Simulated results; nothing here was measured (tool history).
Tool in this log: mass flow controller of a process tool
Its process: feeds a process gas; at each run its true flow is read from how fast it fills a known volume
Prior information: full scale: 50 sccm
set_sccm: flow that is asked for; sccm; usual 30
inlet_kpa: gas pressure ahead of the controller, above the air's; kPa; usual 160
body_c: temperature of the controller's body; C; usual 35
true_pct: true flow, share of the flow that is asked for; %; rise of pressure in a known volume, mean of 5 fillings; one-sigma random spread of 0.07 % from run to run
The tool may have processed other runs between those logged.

run	hour	set_sccm	inlet_kpa	body_c	true_pct
1	0.0	30	160	35	100.14
2	162.5	30	160	35	100.28
3	480.5	30	160	35	100.42
4	802.3	30	163	35	100.62
5	1118.6	30	163	35	100.54
6	1335.5	30	163	35	100.71
7	1646.2	30	163	35	100.80
8	1826.3	30	161	35	100.90
9	2119.6	30	160	35	101.06
10	2400.8	10	148	35	102.16
11	2732.7	10	148	35	102.39
12	2910.6	13	148	23	102.68
13	3263.0	13	148	23	102.88
14	3534.6	41	166	28	102.47
# hour 3795.9: controller's zero set anew
15	3871.0	9	160	35	99.46
16	4143.2	30	146	29	101.14
17	4406.9	21	180	27	100.83

Pick out some run-to-run changes in true_pct. Of each, how much would a tool without hidden state show as well, from the settings, what came in and chance, and how much is left for the hidden state and any gauge scatter not in both results compared?
Unlogged tool condition in this case: flow at rest that the sensor doesn't see, % of full scale; true flow over the shown one, %; drift of the gauge itself on true_pct, %.
Run 9 -> 10: set_sccm 30 -> 10, inlet_kpa 160 -> 148. true_pct +1.10 %: hidden state +2.29, all else -1.19.
Run 14 -> 15: set_sccm 41 -> 9, inlet_kpa 166 -> 160, body_c 28 -> 35, controller's zero set anew. true_pct -3.01 %: hidden state -0.62, all else -2.39.
